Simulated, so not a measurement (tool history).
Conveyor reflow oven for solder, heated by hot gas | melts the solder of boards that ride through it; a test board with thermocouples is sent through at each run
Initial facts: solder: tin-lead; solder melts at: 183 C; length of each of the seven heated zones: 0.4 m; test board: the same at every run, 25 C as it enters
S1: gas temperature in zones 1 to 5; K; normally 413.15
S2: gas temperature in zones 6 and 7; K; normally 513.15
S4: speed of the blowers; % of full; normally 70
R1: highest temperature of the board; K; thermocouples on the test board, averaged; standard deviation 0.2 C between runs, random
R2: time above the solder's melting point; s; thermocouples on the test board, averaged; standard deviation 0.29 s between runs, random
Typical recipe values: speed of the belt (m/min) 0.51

{"run": 1, "hour": 0.0, "S1": 413.15, "S2": 513.15, "speed of the belt (m/min)": 0.51, "S4": 70, "R1": 495.05, "R2": 75.7}
{"run": 2, "hour": 45.2, "S1": 413.15, "S2": 513.15, "speed of the belt (m/min)": 0.51, "S4": 70, "R1": 495.25, "R2": 75.6}
{"run": 3, "hour": 101.7, "S1": 413.15, "S2": 513.15, "speed of the belt (m/min)": 0.51, "S4": 70, "R1": 495.05, "R2": 75.6}
{"run": 4, "hour": 166.1, "S1": 413.15, "S2": 513.15, "speed of the belt (m/min)": 0.51, "S4": 70, "R1": 495.15, "R2": 75.4}
{"run": 5, "hour": 238.5, "S1": 413.15, "S2": 513.15, "speed of the belt (m/min)": 0.51, "S4": 70, "R1": 495.45, "R2": 75.6}
{"run": 6, "hour": 320.0, "S1": 413.15, "S2": 513.15, "speed of the belt (m/min)": 0.51, "S4": 70, "R1": 495.15, "R2": 75.6}
{"run": 7, "hour": 382.3, "S1": 413.15, "S2": 513.15, "speed of the belt (m/min)": 0.51, "S4": 70, "R1": 495.35, "R2": 75.8}
{"run": 8, "hour": 430.5, "S1": 413.15, "S2": 513.15, "speed of the belt (m/min)": 0.51, "S4": 70, "R1": 494.55, "R2": 75.8}
{"run": 9, "hour": 466.3, "S1": 413.15, "S2": 513.15, "speed of the belt (m/min)": 0.51, "S4": 70, "R1": 494.75, "R2": 75}
{"run": 10, "hour": 554.9, "S1": 413.15, "S2": 513.15, "speed of the belt (m/min)": 0.51, "S4": 80, "R1": 498.05, "R2": 78.4}
{"run": 11, "hour": 616.7, "S1": 413.15, "S2": 521.15, "speed of the belt (m/min)": 0.51, "S4": 80, "R1": 505.85, "R2": 83.6}
{"run": 12, "hour": 675.8, "S1": 413.15, "S2": 521.15, "speed of the belt (m/min)": 0.51, "S4": 80, "R1": 505.55, "R2": 83.1}
{"run": 13, "hour": 763.2, "S1": 413.15, "S2": 521.15, "speed of the belt (m/min)": 0.51, "S4": 80, "R1": 505.25, "R2": 82.8}
{"run": 14, "hour": 839.4, "S1": 405.15, "S2": 503.15, "speed of the belt (m/min)": 0.51, "S4": 80, "R1": 487.95, "R2": 66.4}
{"run": 15, "hour": 910.9, "S1": 413.15, "S2": 504.15, "speed of the belt (m/min)": 0.51, "S4": 53, "R1": 480.75, "R2": 58.4}
{"run": 16, "hour": 964.1, "S1": 413.15, "S2": 513.15, "speed of the belt (m/min)": 0.512, "S4": 57, "R1": 489.65, "R2": 69.3}
{"run": 17, "hour": 1007.8, "S1": 413.15, "S2": 513.15, "speed of the belt (m/min)": 0.512, "S4": 51, "R1": 486.75, "R2": 64.7}
{"run": 18, "hour": 1055.5, "S1": 413.15, "S2": 523.15, "speed of the belt (m/min)": 0.45, "S4": 51, "R1": 500.25, "R2": 90}
{"run": 19, "hour": 1102.8, "S1": 401.15, "S2": 523.15, "speed of the belt (m/min)": 0.45, "S4": 51, "R1": 498.35, "R2": 81.6}
{"run": 20, "hour": 1186.8, "S1": 401.15, "S2": 523.15, "speed of the belt (m/min)": 0.45, "S4": 51, "R1": 497.85, "R2": 81.7}
{"run": 21, "hour": 1265.8, "S1": 413.15, "S2": 513.15, "speed of the belt (m/min)": 0.467, "S4": 77, "R1": 499.55, "R2": 86.9}
{"run": 22, "hour": 1343.6, "S1": 421.15, "S2": 513.15, "speed of the belt (m/min)": 0.51, "S4": 57, "R1": 491.85, "R2": 75.3}
{"run": 23, "hour": 1430.0, "S1": 411.15, "S2": 506.15, "speed of the belt (m/min)": 0.578, "S4": 60, "R1": 480.35, "R2": 50}
{"run": 24, "hour": 1480.2, "S1": 399.15, "S2": 513.15, "speed of the belt (m/min)": 0.51, "S4": 84, "R1": 497.25, "R2": 72.1}
{"run": 25, "hour": 1565.2, "S1": 399.15, "S2": 513.15, "speed of the belt (m/min)": 0.51, "S4": 84, "R1": 497.35, "R2": 72.6}

Withheld: 8 entries from between the runs. Position of each, and hidden state at the listed run before versus the listed run after:
Runs 2 to 3: flux residue cleaned out of gas plates and filters (hour 62.4)
  heat that the gas passes to the board, % of a clean oven's: 99.8 -> 99.9
Runs 5 to 6: flux residue cleaned out of gas plates and filters (hour 281.6)
  heat that the gas passes to the board, % of a clean oven's: 99.8 -> 99.9; belt's true speed, % of the reading: 99.81 -> 99.8; true gas temperature in zones 6 and 7 over the reading, C: -0.03 -> -0.04
Runs 9 to 10: flux residue cleaned out of gas plates and filters (hour 501.2)
  heat that the gas passes to the board, % of a clean oven's: 99.8 -> 99.9; belt's true speed, % of the reading: 99.79 -> 99.78; true gas temperature in zones 6 and 7 over the reading, C: -0.05 -> -0.06
Runs 12 to 13: flux residue cleaned out of gas plates and filters (hour 722.7); belt drive overhauled, speed set with a stopwatch (hour 739.2)
  heat that the gas passes to the board, % of a clean oven's: 99.8 -> 99.9; belt's true speed, % of the reading: 99.76 -> 100; true gas temperature in zones 6 and 7 over the reading, C: -0.06 -> -0.07
Runs 15 to 16: flux residue cleaned out of gas plates and filters (hour 949.7)
  heat that the gas passes to the board, % of a clean oven's: 99.8 -> 100; belt's true speed, % of the reading: 99.98 -> 99.97
Runs 19 to 20: flux residue cleaned out of gas plates and filters (hour 1171.4)
  heat that the gas passes to the board, % of a clean oven's: 99.8 -> 100; belt's true speed, % of the reading: 99.96 -> 99.95; true gas temperature in zones 6 and 7 over the reading, C: -0.09 -> -0.1
Runs 22 to 23: flux residue cleaned out of gas plates and filters (hour 1392.6)
  heat that the gas passes to the board, % of a clean oven's: 99.8 -> 99.9; belt's true speed, % of the reading: 99.93 -> 99.92

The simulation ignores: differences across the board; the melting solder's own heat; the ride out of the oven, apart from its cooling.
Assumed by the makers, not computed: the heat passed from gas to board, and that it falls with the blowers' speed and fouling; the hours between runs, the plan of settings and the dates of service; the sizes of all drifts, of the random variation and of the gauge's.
